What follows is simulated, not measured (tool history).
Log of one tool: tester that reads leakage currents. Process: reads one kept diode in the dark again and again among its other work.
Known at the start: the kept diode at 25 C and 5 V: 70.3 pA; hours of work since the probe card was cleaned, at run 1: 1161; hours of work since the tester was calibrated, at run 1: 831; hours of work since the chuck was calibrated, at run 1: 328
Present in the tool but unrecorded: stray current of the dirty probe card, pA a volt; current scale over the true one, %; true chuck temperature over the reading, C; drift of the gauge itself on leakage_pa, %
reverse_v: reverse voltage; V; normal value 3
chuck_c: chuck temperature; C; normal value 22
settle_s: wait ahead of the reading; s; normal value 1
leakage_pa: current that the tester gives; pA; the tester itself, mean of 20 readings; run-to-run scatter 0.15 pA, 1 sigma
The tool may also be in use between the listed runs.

run	hour	reverse_v	chuck_c	settle_s	hours of work since the probe card was cleaned	hours of work since the tester was calibrated	hours of work since the chuck was calibrated	leakage_pa
1	0	3	22	1	1161	831	328	45.9
2	24.8	3	22	1	1174	844	340	45.86
3	71.1	3	22	1	1198	868	364	46.12
4	103.1	3	22	1	1214	884	381	46.02
5	132.2	3	22	1.87	1229	899	396	45.57
6	158.7	3	22	1.87	1243	913	409	45.92
7	190.1	3	22	1.87	1259	929	425	45.59
8	239.4	3	22	1.87	1285	954	451	45.87
9	278.5	3	22	1.87	1305	974	471	45.8
10	310.1	3	22	1	1321	991	487	46.41
11	359.4	1.72	34	4.32	1346	1016	513	97.1
12	388	1.72	34	4.32	1361	1031	527	97.66
13	422.3	3	21	0.57	1379	1049	545	43.32
14	465.9	11.58	27	2.39	1401	1071	568	120.93
15	521.3	3	38	2.25	1430	1099	596	167.03
16	563.6	3	38	2.25	1452	1121	618	167.6
17	598.2	19.55	31	4.3	1469	1139	636	206.83
18	651.5	3	21	1	1497	1167	663	42.96
19	703.6	17.59	45	0.84	1524	1193	690	584.09

Here are 4 independent what-if runs from the current tool condition. What would each one return?
A	751.8	1.72	25	0.3	1549	1218	715	?
B	751.8	1.33	58	2.46	1549	1218	715	?
C	751.8	3	22	6.25	1549	1218	715	?
D	751.8	3	26	1	1549	1218	715	?

run	leakage_pa
A	48.92
B	517.04
C	45.99
D	65
Take away the tool's hidden state, keep each run's random variation, and the runs would have read:
run	leakage_pa
A	47.64
B	507.51
C	44.57
D	63.19
